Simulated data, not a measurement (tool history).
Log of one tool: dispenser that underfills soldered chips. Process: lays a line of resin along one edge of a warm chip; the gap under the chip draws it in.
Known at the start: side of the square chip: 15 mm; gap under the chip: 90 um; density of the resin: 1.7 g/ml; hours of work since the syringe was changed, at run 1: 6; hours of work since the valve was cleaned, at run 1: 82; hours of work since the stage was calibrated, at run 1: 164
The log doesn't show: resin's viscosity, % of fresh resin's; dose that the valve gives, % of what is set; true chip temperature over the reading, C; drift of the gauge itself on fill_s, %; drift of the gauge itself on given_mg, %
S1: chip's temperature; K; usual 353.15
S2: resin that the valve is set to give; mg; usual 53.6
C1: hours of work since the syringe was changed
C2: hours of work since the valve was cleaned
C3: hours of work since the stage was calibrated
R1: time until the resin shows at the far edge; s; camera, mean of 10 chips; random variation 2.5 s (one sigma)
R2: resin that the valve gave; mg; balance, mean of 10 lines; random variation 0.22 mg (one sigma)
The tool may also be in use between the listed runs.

run	day	S1	S2	C1	C2	C3	R1	R2
1	0.000	353.15	53.6	6	82	164	353.9	52.11
# day 0.038: new syringe of resin
2	0.296	353.15	66.8	4	86	168	295.6	64.66
# day 0.475: new syringe of resin
3	0.571	353.15	53.6	1	90	172	255.6	51.52
4	0.850	353.15	51.4	5	94	176	349.5	49.26
# day 0.921: new syringe of resin
5	1.062	353.15	51.4	2	97	179	275.0	49.54
6	1.208	353.15	50.5	4	99	181	319.8	48.20
# day 1.362: new syringe of resin
7	1.500	353.15	50.5	2	103	185	263.4	48.22
8	1.712	353.15	53.6	5	106	189	324.4	51.08
# day 1.808: new syringe of resin
9	1.900	357.15	53.0	1	109	191	207.9	50.57
# day 1.967: dispensing valve cleaned and set on the balance
10	2.183	347.15	53.6	5	3	195	437.9	53.52
# day 2.292: new syringe of resin
11	2.467	351.15	52.9	3	7	199	307.0	52.71
12	2.604	365.15	46.0	5	9	201	183.4	46.19
# day 2.729: new syringe of resin
13	2.762	365.15	46.0	0	11	203	135.4	45.85
14	3.008	340.15	53.6	4	15	206	589.4	53.12
# day 3.162: new syringe of resin
15	3.308	365.15	46.4	2	19	210	151.5	46.21

4 ways to go on from here, each from the tool as it stands after run 15. What would each give?
A	3.529	358.15	63.7	5	22	214	?	?
B	3.529	362.15	60.0	5	22	214	?	?
C	3.529	361.15	69.6	5	22	214	?	?
D	3.529	354.15	52.6	5	22	214	?	?

run	R1	R2
A	254.6	62.78
B	210.0	59.33
C	214.5	69.26
D	313.0	51.79
Without the tool's hidden state the same runs would have given:
run	R1	R2
A	188.8	63.36
B	155.4	59.88
C	158.9	69.91
D	232.3	52.27

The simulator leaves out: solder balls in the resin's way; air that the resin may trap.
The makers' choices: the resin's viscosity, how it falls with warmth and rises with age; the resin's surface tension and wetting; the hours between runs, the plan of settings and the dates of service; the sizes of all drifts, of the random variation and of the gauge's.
